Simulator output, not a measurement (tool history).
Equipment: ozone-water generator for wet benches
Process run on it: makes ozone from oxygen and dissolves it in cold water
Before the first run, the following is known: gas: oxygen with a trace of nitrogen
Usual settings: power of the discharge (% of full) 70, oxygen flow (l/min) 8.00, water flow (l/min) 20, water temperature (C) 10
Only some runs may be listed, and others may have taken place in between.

run	hour	power of the discharge (% of full)	oxygen flow (l/min)	water flow (l/min)	water temperature (C)	dissolved ozone (ppm)	ozone in the gas ahead of the water (g/m3)
1	0.0	70	8.00	20	10	25.9	157.0
2	45.7	70	8.00	12	10	36.7	155.9
3	84.3	70	8.00	12	10	37.1	156.5
4	135.5	70	8.46	20	10	26.1	151.4
5	174.2	70	8.46	20	10	26.3	150.3
6	203.2	70	8.00	20	10	26.3	158.0
7	269.7	70	8.00	20	16	24.1	154.7
8	300.2	70	8.00	20	16	23.5	154.4
9	353.3	70	8.00	20	10	26.4	157.2
10	409.8	90	8.00	20	10	30.9	184.2
11	460.3	90	8.00	20	10	30.8	183.5
12	514.0	90	8.00	20	10	30.8	182.9
13	559.5	70	8.00	20	10	26.1	154.8
14	612.9	70	8.00	20	10	26.3	155.6
15	653.9	67	5.35	24	10	21.9	192.9
16	714.7	67	5.35	24	10	21.7	191.5
17	749.1	67	5.35	24	10	21.7	192.5
18	785.9	67	5.35	24	10	21.7	193.6
19	832.1	67	5.35	24	10	22.0	193.4
20	887.6	67	5.35	24	16	20.1	192.6
21	941.2	67	5.35	24	16	20.2	192.2
22	979.4	97	5.35	18	16	32.8	243.8
23	1027.8	97	5.35	18	16	32.9	242.6
24	1068.9	97	5.35	18	16	32.7	243.4
25	1135.5	68	13.62	32	16	14.3	107.9

The same runs without the tool's hidden state, with the same run-to-run variation:
The hidden state here: yield of the discharge, % of new electrodes'; contactor's efficiency, % of a clean one's; true water temperature over the reading, C; drift of the gauge itself on ozone_ppm, %; drift of the gauge itself on gas_g_m3, %.
run	dissolved ozone (ppm)	ozone in the gas ahead of the water (g/m3)
1	27.3	160.9
2	38.3	159.9
3	38.7	160.5
4	27.6	155.5
5	27.8	154.4
6	27.9	162.4
7	25.6	159.2
8	24.9	158.9
9	28.1	161.9
10	33.1	190.9
11	33.0	190.3
12	33.1	189.8
13	27.9	159.9
14	28.1	160.9
15	23.6	199.4
16	23.4	198.2
17	23.3	199.3
18	23.4	200.5
19	23.7	200.5
20	21.8	199.8
21	21.8	199.5
22	35.6	255.7
23	35.7	254.8
24	35.5	255.8
25	15.7	112.4
